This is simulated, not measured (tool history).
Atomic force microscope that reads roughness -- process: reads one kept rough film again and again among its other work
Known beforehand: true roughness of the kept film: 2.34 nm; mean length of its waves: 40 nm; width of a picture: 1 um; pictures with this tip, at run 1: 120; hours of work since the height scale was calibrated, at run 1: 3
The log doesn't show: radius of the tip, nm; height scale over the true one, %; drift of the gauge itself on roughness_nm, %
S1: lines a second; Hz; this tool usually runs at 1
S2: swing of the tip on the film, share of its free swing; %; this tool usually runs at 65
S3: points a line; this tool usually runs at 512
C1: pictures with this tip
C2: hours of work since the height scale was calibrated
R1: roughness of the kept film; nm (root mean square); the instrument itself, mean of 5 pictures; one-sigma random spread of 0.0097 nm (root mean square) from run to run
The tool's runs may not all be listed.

run,hour,S1,S2,S3,C1,C2,R1
1,0,1,65,512,120,3,2.125
2,13,1,65,512,137,10,2.09
3,24.5,1,65,512,151,16,2.092
4,30.5,1,65,512,158,19,2.081
5,41.8,1,65,512,172,26,2.07
6,54.6,1,65,512,188,33,2.066
7,66.4,1,65,512,203,39,2.038
8,78.8,1,65,673,218,46,2.03
9,89.2,1.11,65,512,231,52,2.028
10,101.1,1.11,65,512,245,58,2.012
11,109.3,1.11,65,512,256,63,2.009
12,119.5,1.11,65,512,268,68,2.007
# hour 125.1: new tip fitted
13,129.9,1.11,65,512,6,74,2.187
14,140.6,0.81,65,512,19,80,2.191
# hour 142.6: height scale calibrated on a step standard
15,154.3,0.81,65,423,34,6,2.168
16,167.7,0.81,65,423,51,14,2.146
17,175.3,0.81,65,423,60,18,2.148
18,183.8,0.81,65,423,71,23,2.129
19,192,0.81,65,423,81,27,2.142
20,200.2,1,65,512,91,32,2.114
21,207.7,1,65,512,101,36,2.112
# hour 214.8: height scale calibrated on a step standard, once more
22,217.4,1,65,402,111,1,2.103
23,228,1,65,512,124,7,2.102
24,241.6,1,65,512,141,15,2.079
25,253.8,1.16,65,512,156,21,2.063
26,264.2,1.16,65,512,169,27,2.067
27,274.1,1.16,65,512,181,32,2.055
28,280.2,1.16,65,512,189,36,2.049
29,292.9,1.46,60,410,205,43,2.03
30,302.7,0.94,65,345,217,48,2.025
31,314.1,0.94,65,796,231,54,2.028
32,321,0.94,65,796,239,58,2.016
33,327.6,0.72,66,512,248,62,2.03
34,337,0.71,65,280,259,67,2.004
35,346.4,1.49,65,668,271,72,1.973
# hour 350.7: new tip fitted
36,356.6,1.49,65,668,7,77,2.158
37,370,1.49,65,668,23,85,2.152
38,377.5,0.66,60,1019,33,89,2.192
39,385,2.27,69,625,42,93,2.048
40,396.7,2.27,69,625,56,99,2.02
41,403.8,3.79,65,512,65,103,1.967
42,415.1,1.81,65,563,79,109,2.073
43,427,1.07,65,496,94,116,2.114
44,436.2,0.61,89,417,105,121,2.025

Estimate the outcome of run 45 from the log above:
45,446.5,0.61,89,701,118,127,?

R1: 2.044 nm (root mean square)
Had the tool carried no hidden state, the very same run would have given R1 2.135 nm (root mean square).
